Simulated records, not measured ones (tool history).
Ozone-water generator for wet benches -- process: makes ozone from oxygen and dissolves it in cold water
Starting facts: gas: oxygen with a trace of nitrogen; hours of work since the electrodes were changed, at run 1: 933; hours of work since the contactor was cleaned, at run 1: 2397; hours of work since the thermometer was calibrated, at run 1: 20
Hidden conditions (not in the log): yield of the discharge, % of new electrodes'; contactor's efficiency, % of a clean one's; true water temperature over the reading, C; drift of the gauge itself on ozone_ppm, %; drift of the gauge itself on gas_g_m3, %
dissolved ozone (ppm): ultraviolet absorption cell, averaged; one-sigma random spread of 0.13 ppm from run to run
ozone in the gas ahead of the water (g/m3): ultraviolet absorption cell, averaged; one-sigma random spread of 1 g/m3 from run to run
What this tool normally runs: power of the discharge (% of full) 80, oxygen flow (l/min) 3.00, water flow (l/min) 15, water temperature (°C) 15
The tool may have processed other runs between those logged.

run	hour	power of the discharge (% of full)	oxygen flow (l/min)	water flow (l/min)	water temperature (°C)	hours of work since the electrodes were changed	hours of work since the contactor was cleaned	hours of work since the thermometer was calibrated	dissolved ozone (ppm)	ozone in the gas ahead of the water (g/m3)
1	0.0	80	3.00	15	15	933	2397	20	14.4	183.1
2	25.7	80	3.00	15	15	954	2418	41	14.3	185.0
3	63.7	80	3.00	15	15	986	2450	73	14.2	181.5
4	80.4	80	3.00	15	15	1000	2464	87	14.3	182.4
5	111.2	80	3.00	15	15	1026	2490	113	14.4	184.0
6	139.9	80	3.00	15	15	1050	2514	137	14.3	182.6
7	164.0	80	3.00	15	15	1070	2534	157	14.3	183.8
8	185.5	80	3.00	15	15	1088	2552	175	14.4	181.7
9	214.9	80	3.00	18	15	1112	2576	199	12.3	182.3
10	250.6	80	3.00	18	15	1142	2606	229	12.2	183.4
11	287.9	80	3.00	18	15	1173	2637	260	12.4	180.8
12	318.6	80	3.00	12	15	1199	2663	286	17.2	179.9
13	348.4	80	3.00	12	15	1224	2688	311	17.3	181.6
14	373.6	91	4.87	24	15	1245	2709	332	10.7	149.9
15	396.6	80	3.30	17	9	1264	2728	351	13.6	171.8
16	425.7	80	4.23	15	10	1288	2752	375	15.4	145.7
17	447.3	80	4.23	15	10	1306	2770	393	15.3	146.5
18	480.9	66	4.88	15	10	1334	2798	421	13.0	115.0
19	500.4	96	3.29	19	10	1351	2815	437	14.4	197.5
20	539.6	46	1.88	16	20	1383	2847	470	8.0	152.5
21	577.0	72	1.81	18	15	1414	2878	501	10.9	225.8
22	594.5	88	1.63	10	20	1429	2893	516	20.5	284.6
23	610.5	48	4.04	15	11	1442	2906	529	9.9	98.9
24	641.1	48	4.04	15	11	1468	2932	555	10.1	98.0
25	673.9	60	4.22	22	8	1495	2959	582	8.8	114.6

Consider 3 possible next runs. They are alternatives, not a sequence: every one starts from the tool as it was left by run 25. What does each give?
A	699.4	58	2.36	14	8	1517	2981	603	?	?
B	699.4	60	4.22	13	8	1517	2981	603	?	?
C	699.4	60	2.64	11	8	1517	2981	603	?	?

run	dissolved ozone (ppm)	ozone in the gas ahead of the water (g/m3)
A	12.4	161.3
B	13.8	114.3
C	16.1	153.2
Without the tool's hidden state the same runs would have given:
run	dissolved ozone (ppm)	ozone in the gas ahead of the water (g/m3)
A	12.5	165.9
B	13.9	117.6
C	16.2	157.6
